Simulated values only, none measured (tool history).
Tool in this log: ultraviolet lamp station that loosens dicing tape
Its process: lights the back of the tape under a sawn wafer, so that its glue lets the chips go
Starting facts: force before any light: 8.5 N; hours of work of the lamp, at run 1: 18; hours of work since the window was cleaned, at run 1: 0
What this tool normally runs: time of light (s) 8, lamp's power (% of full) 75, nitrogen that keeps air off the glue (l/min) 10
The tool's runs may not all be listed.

| run | hour | time of light (s) | lamp's power (% of full) | nitrogen that keeps air off the glue (l/min) | hours of work of the lamp | hours of work since the window was cleaned | force that peels the tape off (N) | light that reached the tape (mJ/cm2) |
|---|---|---|---|---|---|---|---|---|
| 1 | 0.0 | 8 | 75 | 10 | 18 | 0 | 0.228 | 386 |
| 2 | 46.6 | 8 | 75 | 10 | 43 | 26 | 0.255 | 382 |
| 3 | 135.9 | 8 | 75 | 10 | 93 | 75 | 0.289 | 358 |
| 4 | 190.6 | 8 | 75 | 14 | 123 | 105 | 0.282 | 342 |
| 5 | 230.9 | 8 | 75 | 14 | 145 | 128 | 0.286 | 335 |
| 6 | 280.5 | 8 | 90 | 10 | 173 | 155 | 0.234 | 389 |
| 7 | 358.8 | 8 | 90 | 8 | 216 | 198 | 0.291 | 368 |
| 8 | 412.3 | 8 | 90 | 8 | 245 | 228 | 0.320 | 357 |
|  | 420.8 | window cleaned of glue's vapour |
| 9 | 498.7 | 8 | 90 | 8 | 293 | 43 | 0.273 | 382 |

Expected results for the next run?
| 10 | 551.0 | 9 | 73 | 3 | 322 | 72 | ? | ? |

force that peels the tape off (N): 0.650
light that reached the tape (mJ/cm2): 341
With the hidden condition absent and the run-to-run variation left alone, this run would have shown force that peels the tape off (N) 0.346, light that reached the tape (mJ/cm2) 445.
